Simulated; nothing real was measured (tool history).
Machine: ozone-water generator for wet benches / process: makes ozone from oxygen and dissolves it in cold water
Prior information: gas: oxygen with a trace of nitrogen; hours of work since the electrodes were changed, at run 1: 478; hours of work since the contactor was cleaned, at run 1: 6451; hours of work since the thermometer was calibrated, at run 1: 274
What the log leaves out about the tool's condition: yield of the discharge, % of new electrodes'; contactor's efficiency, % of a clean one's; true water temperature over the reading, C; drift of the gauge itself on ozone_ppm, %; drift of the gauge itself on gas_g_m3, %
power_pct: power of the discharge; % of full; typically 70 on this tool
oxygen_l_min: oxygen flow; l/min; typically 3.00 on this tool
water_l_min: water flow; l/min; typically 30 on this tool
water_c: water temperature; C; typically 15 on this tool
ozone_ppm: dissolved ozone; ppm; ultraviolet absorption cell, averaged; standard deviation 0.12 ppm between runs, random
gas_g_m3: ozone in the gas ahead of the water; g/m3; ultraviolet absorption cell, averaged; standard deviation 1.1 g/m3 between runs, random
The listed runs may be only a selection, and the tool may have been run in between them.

| run | hour | power_pct | oxygen_l_min | water_l_min | water_c | hours of work since the electrodes were changed | hours of work since the contactor was cleaned | hours of work since the thermometer was calibrated | ozone_ppm | gas_g_m3 |
|---|---|---|---|---|---|---|---|---|---|---|
| 1 | 0.0 | 70 | 3.00 | 30 | 15 | 478 | 6451 | 274 | 11.7 | 191.8 |
| 2 | 22.1 | 70 | 3.00 | 30 | 15 | 493 | 6466 | 289 | 12.1 | 190.5 |
| 3 | 52.0 | 70 | 3.00 | 30 | 15 | 513 | 6486 | 309 | 11.9 | 190.2 |
| 4 | 81.8 | 70 | 3.00 | 30 | 15 | 533 | 6506 | 329 | 12.1 | 192.2 |
| 5 | 121.7 | 70 | 3.00 | 30 | 15 | 560 | 6533 | 356 | 11.9 | 191.2 |
| 6 | 143.1 | 73 | 3.00 | 30 | 15 | 574 | 6547 | 370 | 12.5 | 200.7 |
| 7 | 178.3 | 72 | 3.00 | 30 | 15 | 598 | 6571 | 394 | 12.2 | 196.3 |
| 8 | 214.3 | 72 | 3.00 | 30 | 15 | 622 | 6595 | 418 | 12.1 | 196.4 |
| 9 | 239.8 | 70 | 3.00 | 30 | 15 | 639 | 6612 | 435 | 12.1 | 193.0 |
| 10 | 268.1 | 70 | 3.00 | 30 | 15 | 658 | 6631 | 454 | 11.7 | 194.6 |
| 11 | 304.0 | 70 | 3.00 | 30 | 15 | 682 | 6655 | 478 | 11.7 | 191.7 |
| 12 | 344.3 | 53 | 4.14 | 30 | 15 | 709 | 6682 | 505 | 9.2 | 121.2 |
| 13 | 377.7 | 70 | 3.00 | 30 | 15 | 731 | 6705 | 528 | 12.1 | 193.3 |
| 14 | 412.7 | 56 | 1.77 | 30 | 16 | 755 | 6728 | 551 | 8.4 | 218.1 |
| 15 | 446.4 | 74 | 3.25 | 29 | 17 | 778 | 6751 | 574 | 12.8 | 194.0 |
| 16 | 485.9 | 51 | 3.00 | 33 | 15 | 804 | 6777 | 600 | 8.1 | 143.1 |
| 17 | 514.2 | 51 | 3.00 | 33 | 15 | 823 | 6796 | 619 | 8.0 | 142.6 |
| 18 | 538.8 | 70 | 3.00 | 43 | 15 | 840 | 6813 | 636 | 8.4 | 193.8 |
| 19 | 567.5 | 70 | 4.49 | 30 | 12 | 859 | 6832 | 655 | 12.7 | 151.7 |
| 20 | 602.3 | 63 | 3.00 | 36 | 15 | 882 | 6856 | 679 | 9.0 | 175.4 |
| 21 | 644.3 | 63 | 3.00 | 36 | 15 | 911 | 6884 | 707 | 9.1 | 175.3 |

Here are 3 independent what-if runs from the current tool condition. What would each one return?
| A | 686.9 | 63 | 4.13 | 22 | 14 | 939 | 6912 | 735 | ? | ? |
| B | 686.9 | 63 | 3.28 | 19 | 13 | 939 | 6912 | 735 | ? | ? |
| C | 686.9 | 63 | 2.59 | 36 | 15 | 939 | 6912 | 735 | ? | ? |

| run | ozone_ppm | gas_g_m3 |
|---|---|---|
| A | 14.4 | 143.5 |
| B | 16.3 | 164.3 |
| C | 8.9 | 192.3 |
What these runs would have given with no unlogged condition in the tool:
| run | ozone_ppm | gas_g_m3 |
|---|---|---|
| A | 14.4 | 141.3 |
| B | 16.3 | 161.7 |
| C | 8.9 | 189.4 |

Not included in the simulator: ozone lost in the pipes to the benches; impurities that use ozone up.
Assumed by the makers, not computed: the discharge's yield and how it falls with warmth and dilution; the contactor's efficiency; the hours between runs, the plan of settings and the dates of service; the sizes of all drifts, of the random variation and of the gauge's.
